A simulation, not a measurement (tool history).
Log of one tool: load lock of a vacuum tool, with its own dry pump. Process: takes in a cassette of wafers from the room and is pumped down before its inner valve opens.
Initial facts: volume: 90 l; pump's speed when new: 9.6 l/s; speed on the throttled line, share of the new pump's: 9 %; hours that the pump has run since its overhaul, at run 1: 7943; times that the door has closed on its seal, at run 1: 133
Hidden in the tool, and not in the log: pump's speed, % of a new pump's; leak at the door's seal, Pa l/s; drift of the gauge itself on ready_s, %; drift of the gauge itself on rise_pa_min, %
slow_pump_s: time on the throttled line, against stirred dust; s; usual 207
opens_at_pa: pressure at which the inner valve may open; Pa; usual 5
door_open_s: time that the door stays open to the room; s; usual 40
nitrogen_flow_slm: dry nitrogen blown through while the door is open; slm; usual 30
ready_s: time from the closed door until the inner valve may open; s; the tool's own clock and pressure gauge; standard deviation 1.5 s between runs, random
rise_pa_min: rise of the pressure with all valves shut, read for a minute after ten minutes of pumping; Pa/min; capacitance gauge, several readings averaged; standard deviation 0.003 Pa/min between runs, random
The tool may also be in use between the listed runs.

| run | hour | slow_pump_s | opens_at_pa | door_open_s | nitrogen_flow_slm | hours that the pump has run since its overhaul | times that the door has closed on its seal | incoming humidity of the room's air, % | ready_s | rise_pa_min |
|---|---|---|---|---|---|---|---|---|---|---|
| 1 | 0.0 | 207 | 5 | 40 | 30 | 7943 | 133 | 43.0 | 286.2 | 0.024 |
| 2 | 594.2 | 207 | 5 | 40 | 30 | 8537 | 2782 | 43.5 | 288.7 | 0.040 |
| 3 | 1227.0 | 207 | 5 | 40 | 30 | 9170 | 5604 | 45.0 | 291.0 | 0.075 |
| 4 | 1750.1 | 327 | 5 | 40 | 30 | 9693 | 7936 | 38.2 | 397.9 | 0.101 |
| 5 | 2333.4 | 327 | 5 | 65 | 30 | 10276 | 10537 | 41.0 | 396.3 | 0.160 |
| 6 | 3005.0 | 207 | 5 | 40 | 15 | 10948 | 13531 | 44.9 | 289.5 | 0.238 |
| 7 | 3550.4 | 207 | 5 | 40 | 15 | 11493 | 15963 | 43.3 | 290.4 | 0.296 |
| 8 | 3934.7 | 207 | 5 | 40 | 15 | 11878 | 17677 | 42.1 | 289.7 | 0.352 |
| 9 | 4405.2 | 207 | 5 | 40 | 15 | 12348 | 19775 | 47.7 | 292.6 | 0.418 |
|  | 4576.1 | door's seal changed, seat wiped |
| 10 | 5101.5 | 207 | 5 | 40 | 15 | 13043 | 2343 | 43.4 | 293.0 | 0.048 |
| 11 | 5621.3 | 207 | 5 | 40 | 15 | 13563 | 4660 | 45.3 | 289.7 | 0.067 |
| 12 | 5951.0 | 147 | 5 | 40 | 30 | 13892 | 6131 | 46.5 | 240.2 | 0.082 |
| 13 | 6472.4 | 398 | 5 | 147 | 43 | 14414 | 8456 | 47.9 | 462.4 | 0.149 |
| 14 | 6998.4 | 398 | 5 | 147 | 43 | 14940 | 10801 | 46.2 | 462.9 | 0.187 |
| 15 | 7560.8 | 153 | 4 | 51 | 30 | 15502 | 13309 | 43.9 | 249.9 | 0.231 |
| 16 | 7929.3 | 152 | 9 | 51 | 8 | 15871 | 14952 | 47.5 | 237.2 | 0.276 |
| 17 | 8441.1 | 152 | 9 | 51 | 8 | 16383 | 17233 | 43.2 | 240.0 | 0.328 |
| 18 | 8760.3 | 359 | 7 | 39 | 30 | 16702 | 18657 | 48.0 | 425.7 | 0.361 |
|  | 9191.2 | door's seal changed, seat wiped |
| 19 | 9375.2 | 182 | 8 | 51 | 21 | 17315 | 820 | 47.8 | 264.7 | 0.033 |
| 20 | 10047.6 | 111 | 9 | 78 | 21 | 17988 | 3818 | 45.1 | 204.2 | 0.072 |
| 21 | 10592.7 | 137 | 8 | 46 | 27 | 18533 | 6248 | 45.5 | 228.4 | 0.092 |

Below are 5 alternative next runs, each starting from the tool's condition after run 21. Predict each:
| A | 10935.3 | 194 | 5 | 129 | 30 | 18875 | 7776 | 42.4 | ? | ? |
| B | 10935.3 | 207 | 7 | 201 | 16 | 18875 | 7776 | 44.9 | ? | ? |
| C | 10935.3 | 113 | 8 | 40 | 30 | 18875 | 7776 | 45.0 | ? | ? |
| D | 10935.3 | 137 | 7 | 83 | 7 | 18875 | 7776 | 47.7 | ? | ? |
| E | 10935.3 | 207 | 5 | 40 | 43 | 18875 | 7776 | 45.2 | ? | ? |

| run | ready_s | rise_pa_min |
|---|---|---|
| A | 287.1 | 0.127 |
| B | 295.0 | 0.167 |
| C | 207.3 | 0.105 |
| D | 229.0 | 0.149 |
| E | 296.1 | 0.106 |
With the hidden condition removed and each run's random variation left untouched, the same runs would have given:
| run | ready_s | rise_pa_min |
|---|---|---|
| A | 272.1 | 0.039 |
| B | 280.9 | 0.078 |
| C | 192.0 | 0.019 |
| D | 213.9 | 0.059 |
| E | 281.3 | 0.018 |
